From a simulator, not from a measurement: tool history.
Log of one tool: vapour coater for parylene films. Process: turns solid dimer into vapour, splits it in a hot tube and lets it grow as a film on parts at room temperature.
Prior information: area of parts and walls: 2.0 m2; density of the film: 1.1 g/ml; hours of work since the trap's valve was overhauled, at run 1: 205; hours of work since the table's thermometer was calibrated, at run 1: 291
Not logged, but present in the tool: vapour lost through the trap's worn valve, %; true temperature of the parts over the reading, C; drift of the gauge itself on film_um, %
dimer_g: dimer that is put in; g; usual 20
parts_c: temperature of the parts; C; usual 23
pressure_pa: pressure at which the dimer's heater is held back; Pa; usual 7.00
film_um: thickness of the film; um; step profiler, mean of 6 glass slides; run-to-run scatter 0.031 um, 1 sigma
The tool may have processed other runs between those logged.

run	hour	dimer_g	parts_c	pressure_pa	hours of work since the trap's valve was overhauled	hours of work since the table's thermometer was calibrated	film_um
1	0.0	20	23	7.00	205	291	5.09
2	17.3	20	23	7.00	216	301	5.05
# hour 30.1: trap's valve overhauled
3	36.1	20	23	7.00	4	310	5.06
4	47.8	13	23	7.00	11	317	3.30
5	58.5	13	23	7.00	17	324	3.27
6	67.4	20	23	7.00	23	329	5.04
7	76.7	20	23	7.00	28	335	5.00
8	87.1	11	23	7.00	35	341	2.78
9	101.6	11	23	7.00	44	350	2.78
10	115.4	11	30	2.55	52	358	2.21
11	129.1	21	24	7.00	60	367	5.14

What does the tool deliver on the next run?
12	141.0	12	27	10.62	67	374	?

{"run 12": {"film_um": 2.53}}
Take away the tool's hidden state, keep the run-to-run variation as it was, and the same run would have given film_um 2.54 um.

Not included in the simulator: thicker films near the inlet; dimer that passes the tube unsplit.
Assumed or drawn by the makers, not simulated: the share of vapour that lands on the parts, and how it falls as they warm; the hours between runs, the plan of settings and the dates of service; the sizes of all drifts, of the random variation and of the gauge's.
